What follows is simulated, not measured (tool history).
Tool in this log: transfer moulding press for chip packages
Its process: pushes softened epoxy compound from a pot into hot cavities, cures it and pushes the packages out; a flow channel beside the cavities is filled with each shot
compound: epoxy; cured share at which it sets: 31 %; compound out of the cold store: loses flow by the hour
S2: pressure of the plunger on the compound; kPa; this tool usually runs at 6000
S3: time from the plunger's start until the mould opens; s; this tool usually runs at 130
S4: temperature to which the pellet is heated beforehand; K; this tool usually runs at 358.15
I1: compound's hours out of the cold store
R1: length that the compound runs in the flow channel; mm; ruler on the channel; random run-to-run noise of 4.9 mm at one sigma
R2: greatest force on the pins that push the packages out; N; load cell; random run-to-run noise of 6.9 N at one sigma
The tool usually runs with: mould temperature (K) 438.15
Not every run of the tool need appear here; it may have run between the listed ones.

run 1 hour=0.0 | mould_temperature_(K)=438.15 S2=6000 S3=130 S4=358.15 | I1=25.7 | R1=716 R2=463
run 2 hour=6.8 | mould_temperature_(K)=438.15 S2=6000 S3=130 S4=358.15 | I1=39.6 | R1=673 R2=484
run 3 hour=14.4 | mould_temperature_(K)=438.15 S2=6000 S3=130 S4=358.15 | I1=40.9 | R1=664 R2=511
run 4 hour=23.4 | mould_temperature_(K)=438.15 S2=6000 S3=130 S4=358.15 | I1=33.4 | R1=701 R2=528
run 5 hour=28.6 | mould_temperature_(K)=438.15 S2=6000 S3=130 S4=354.15 | I1=35.7 | R1=689 R2=517
run 6 hour=38.3 | mould_temperature_(K)=438.15 S2=5230 S3=130 S4=349.15 | I1=37.0 | R1=635 R2=545
run 7 hour=45.0 | mould_temperature_(K)=438.15 S2=5230 S3=130 S4=349.15 | I1=31.8 | R1=651 R2=556
run 8 hour=50.4 | mould_temperature_(K)=438.15 S2=5230 S3=130 S4=349.15 | I1=42.6 | R1=626 R2=577
run 9 hour=54.5 | mould_temperature_(K)=438.15 S2=5710 S3=146 S4=352.15 | I1=25.3 | R1=697 R2=554
run 10 hour=62.3 | mould_temperature_(K)=432.15 S2=6000 S3=130 S4=358.15 | I1=46.7 | R1=691 R2=693

Taken out of this log: 1 entry between the listed runs. Where each belongs, and how the hidden state differs across it:
Logged between run 9 and run 10: plunger's sealing rings changed (hour 60.8)
  pressure that reaches the compound, % of what is set: 90.88 -> 99.59; grip of the stained cavities, % over clean ones': 112 -> 114.3
  the result without the hidden state subtracted from the measured one, R1: -36 -> -3 mm; R2: +292 -> +362 N
